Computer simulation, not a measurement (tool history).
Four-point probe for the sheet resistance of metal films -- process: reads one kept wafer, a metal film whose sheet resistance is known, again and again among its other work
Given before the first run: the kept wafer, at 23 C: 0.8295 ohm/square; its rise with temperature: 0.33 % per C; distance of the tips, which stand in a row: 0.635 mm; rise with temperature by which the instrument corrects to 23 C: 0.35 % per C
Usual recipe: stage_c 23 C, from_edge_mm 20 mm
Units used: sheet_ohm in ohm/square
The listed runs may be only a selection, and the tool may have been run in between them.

run,day,stage_c,from_edge_mm,sheet_ohm
1,0.000,23,20,0.825123
2,1.488,23,20,0.824775
3,2.600,23,20,0.825115
4,3.758,23,20,0.825046
5,5.408,23,20,0.824655
6,7.379,23,10,0.826549
7,8.792,23,10,0.826142
8,10.088,23,20,0.824444
9,11.417,23,20,0.824632
10,13.117,23,10,0.825890
11,14.275,23,10,0.825537
12,15.150,23,10,0.825806
13,16.108,23,10,0.825711
14,17.896,23,10,0.825750
15,19.388,23,10,0.825902
16,21.279,23,75,0.824025
# day 21.442: stage's thermometer calibrated
17,22.429,23,75,0.823538
18,23.471,23,75,0.823730
19,25.092,23,52,0.823645
20,26.962,23,11,0.825109
# day 27.958: stage's thermometer calibrated, once more
21,28.279,23,11,0.824621
22,29.812,22,20,0.823286
23,31.329,23,13,0.824041
24,33.254,29,20,0.822606
25,34.683,29,64,0.822021
26,35.971,29,64,0.821969
27,37.617,18,11,0.824653
28,39.454,28,16,0.822604
29,40.350,32,49,0.821846
30,41.450,27,5,0.829064
31,43.246,27,5,0.828810
32,45.017,27,16,0.822493
33,46.488,27,16,0.822467
34,47.642,23,5,0.829528
35,49.329,34,16,0.821471
36,50.958,34,3,0.840395
37,52.842,34,3,0.840025
38,53.854,23,8,0.824701
39,54.671,23,8,0.824390
40,55.750,23,8,0.824732
41,56.875,23,8,0.824641
42,58.150,34,7,0.823868
43,59.138,20,26,0.822356
44,60.208,19,12,0.823371

4 ways to go on from here, each from the tool as it stands after run 44. What would each give?
A,61.100,19,12,?
B,61.100,24,7,?
C,61.100,30,20,?
D,61.100,27,26,?

run,sheet_ohm
A,0.823159
B,0.825104
C,0.821068
D,0.821465
Without the tool's unlogged condition, the same runs would have read:
run,sheet_ohm
A,0.831050
B,0.833026
C,0.828970
D,0.829362

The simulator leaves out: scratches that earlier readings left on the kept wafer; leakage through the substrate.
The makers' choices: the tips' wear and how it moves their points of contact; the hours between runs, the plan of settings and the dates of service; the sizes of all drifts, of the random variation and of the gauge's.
